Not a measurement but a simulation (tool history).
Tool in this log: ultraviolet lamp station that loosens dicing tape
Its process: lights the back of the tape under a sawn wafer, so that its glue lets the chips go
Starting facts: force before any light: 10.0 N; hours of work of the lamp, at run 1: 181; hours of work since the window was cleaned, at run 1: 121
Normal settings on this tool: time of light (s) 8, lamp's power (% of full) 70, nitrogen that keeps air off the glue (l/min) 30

| run | day | time of light (s) | lamp's power (% of full) | nitrogen that keeps air off the glue (l/min) | hours of work of the lamp | hours of work since the window was cleaned | force that peels the tape off (N) | light that reached the tape (J/m2) |
|---|---|---|---|---|---|---|---|---|
| 1 | 0.000 | 8 | 70 | 30 | 181 | 121 | 1.328 | 4030 |
| 2 | 0.550 | 8 | 96 | 30 | 186 | 126 | 0.677 | 5420 |
| 3 | 1.083 | 8 | 96 | 47 | 191 | 131 | 0.485 | 5530 |
| 4 | 1.612 | 8 | 65 | 30 | 197 | 136 | 1.526 | 3740 |
| 5 | 2.008 | 8 | 65 | 30 | 200 | 140 | 1.514 | 3720 |
| 6 | 2.450 | 8 | 65 | 30 | 205 | 144 | 1.518 | 3710 |
| 7 | 2.842 | 8 | 65 | 30 | 208 | 148 | 1.507 | 3760 |
| 8 | 3.550 | 8 | 65 | 30 | 215 | 155 | 1.435 | 3740 |
| 9 | 4.067 | 8 | 70 | 30 | 220 | 160 | 1.332 | 4000 |
| 10 | 4.808 | 8 | 70 | 30 | 228 | 167 | 1.307 | 4040 |
| 11 | 5.312 | 8 | 70 | 30 | 232 | 172 | 1.357 | 4000 |
| 12 | 5.629 | 8 | 70 | 52 | 235 | 175 | 0.914 | 4010 |
| 13 | 5.958 | 8 | 70 | 52 | 239 | 178 | 0.912 | 4000 |
| 14 | 6.512 | 8 | 70 | 30 | 244 | 184 | 1.344 | 4060 |
| 15 | 7.033 | 8 | 70 | 30 | 249 | 189 | 1.314 | 4040 |
| 16 | 7.454 | 8 | 70 | 30 | 253 | 193 | 1.299 | 3990 |
| 17 | 7.975 | 8 | 70 | 30 | 258 | 198 | 1.266 | 4050 |
| 18 | 8.292 | 8 | 70 | 30 | 261 | 201 | 1.270 | 3980 |
| 19 | 8.825 | 8 | 70 | 30 | 266 | 206 | 1.357 | 4010 |
| 20 | 9.146 | 8 | 70 | 30 | 270 | 209 | 1.279 | 3980 |
| 21 | 9.471 | 14 | 70 | 59 | 273 | 212 | 0.275 | 7020 |
| 22 | 10.029 | 12 | 65 | 49 | 278 | 218 | 0.448 | 5530 |
| 23 | 10.533 | 7 | 90 | 42 | 283 | 223 | 0.843 | 4510 |
| 24 | 11.233 | 7 | 90 | 48 | 290 | 230 | 0.764 | 4500 |
| 25 | 11.567 | 4 | 87 | 15 | 293 | 233 | 3.626 | 2490 |
| 26 | 12.058 | 7 | 87 | 9 | 298 | 238 | 2.424 | 4370 |
| 27 | 12.438 | 11 | 70 | 30 | 301 | 241 | 0.680 | 5570 |
| 28 | 12.838 | 14 | 76 | 30 | 305 | 245 | 0.327 | 7600 |
| 29 | 13.142 | 15 | 94 | 30 | 308 | 248 | 0.206 | 10150 |
| 30 | 13.500 | 15 | 94 | 30 | 312 | 252 | 0.213 | 10050 |
| 31 | 13.838 | 15 | 94 | 30 | 315 | 255 | 0.222 | 10060 |
| 32 | 14.146 | 11 | 81 | 46 | 318 | 258 | 0.348 | 6380 |
| 33 | 14.775 | 11 | 81 | 46 | 324 | 264 | 0.365 | 6390 |
| 34 | 15.467 | 7 | 65 | 27 | 331 | 271 | 1.998 | 3240 |
|  | 15.804 | window cleaned of glue's vapour |
| 35 | 15.950 | 12 | 78 | 10 | 335 | 1 | 1.104 | 6680 |
| 36 | 16.442 | 12 | 70 | 13 | 340 | 6 | 1.132 | 6060 |
| 37 | 17.029 | 12 | 70 | 13 | 346 | 12 | 1.075 | 6010 |
| 38 | 17.717 | 5 | 70 | 30 | 352 | 19 | 2.756 | 2500 |
| 39 | 18.154 | 5 | 70 | 20 | 357 | 23 | 3.230 | 2500 |

Across each entry between runs, compare the hidden state at the last listed run before it with the hidden state at the first listed run after it:
In the gap between runs 34 and 35: window cleaned of glue's vapour (day 15.804)
  light that the window lets through, % of a clean one's: 99.9 -> 100
